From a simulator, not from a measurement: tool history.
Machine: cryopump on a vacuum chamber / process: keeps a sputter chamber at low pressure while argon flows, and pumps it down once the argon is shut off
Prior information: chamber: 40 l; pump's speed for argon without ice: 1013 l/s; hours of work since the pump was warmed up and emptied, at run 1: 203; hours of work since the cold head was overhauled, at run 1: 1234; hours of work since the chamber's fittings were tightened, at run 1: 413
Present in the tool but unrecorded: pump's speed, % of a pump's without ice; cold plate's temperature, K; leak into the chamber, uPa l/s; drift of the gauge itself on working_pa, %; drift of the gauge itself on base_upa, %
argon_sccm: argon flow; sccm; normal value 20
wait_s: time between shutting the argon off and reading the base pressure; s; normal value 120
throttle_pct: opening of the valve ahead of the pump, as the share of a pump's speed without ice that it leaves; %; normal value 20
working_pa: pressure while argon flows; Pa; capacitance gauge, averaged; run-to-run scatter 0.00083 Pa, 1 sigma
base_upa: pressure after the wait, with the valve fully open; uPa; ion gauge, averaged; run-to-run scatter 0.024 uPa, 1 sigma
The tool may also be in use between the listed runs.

run    hour  argon_sccm  wait_s  throttle_pct  hours of work since the pump was warmed up and emptied  hours of work since the cold head was overhauled  hours of work since the chamber's fittings were tightened  working_pa  base_upa
  1     0.0          20     120            20                                                     203                                              1234                                                        413      0.1713      1.08
  2    79.1          20     120            24                                                     258                                              1288                                                        468      0.1439      1.08
  3   155.0          20     120            20                                                     310                                              1341                                                        520      0.1706      1.11
  4   216.4          20     120            20                                                     352                                              1383                                                        562      0.1722      1.18
  5   305.1          20     120            20                                                     413                                              1444                                                        623      0.1726      1.23
  6   416.8          20     120            20                                                     490                                              1521                                                        700      0.1751      1.27
  7   527.2          24     120            20                                                     566                                              1597                                                        776      0.2127      1.36
  8   633.2          20     120            20                                                     640                                              1670                                                        849      0.1765      1.29
  9   714.4          19     120            18                                                     695                                              1726                                                        905      0.1879      1.39
 10   770.1          39     120            15                                                     734                                              1764                                                        944      0.4599      1.43
 11   856.3          39     120            15                                                     793                                              1824                                                       1003      0.4617      1.50
 12   974.7          39     120            15                                                     875                                              1905                                                       1085      0.4649      1.55
 13  1091.8           9      65            23                                                     956                                              1986                                                       1165      0.0745      2.11
     1148.6  -- pump warmed up, emptied and cooled again
 14  1175.7           8     282            33                                                      19                                              2040                                                       1220      0.0417      0.96
 15  1294.6          13     154            30                                                     101                                              2122                                                       1302      0.0740      1.16
 16  1394.8           9     154            53                                                     170                                              2191                                                       1371      0.0310      1.23

Alternative continuations, all from the tool just after run 16; predict every row:
  A  1456.3          38      78            23                                                     212                                              2234                                                       1413           ?         ?
  B  1456.3          20     120            20                                                     212                                              2234                                                       1413           ?         ?
  C  1456.3          40     253            47                                                     212                                              2234                                                       1413           ?         ?
  D  1456.3          20      31            47                                                     212                                              2234                                                       1413           ?         ?
  E  1456.3           9     154            21                                                     212                                              2234                                                       1413           ?         ?

run  working_pa  base_upa
  A      0.2827      1.73
  B      0.1712      1.41
  C      0.1492      1.05
  D      0.0751      3.07
  E      0.0737      1.24
Without the tool's hidden state the same runs would have given:
run  working_pa  base_upa
  A      0.2751      1.19
  B      0.1672      0.87
  C      0.1412      0.51
  D      0.0711      2.52
  E      0.0719      0.71
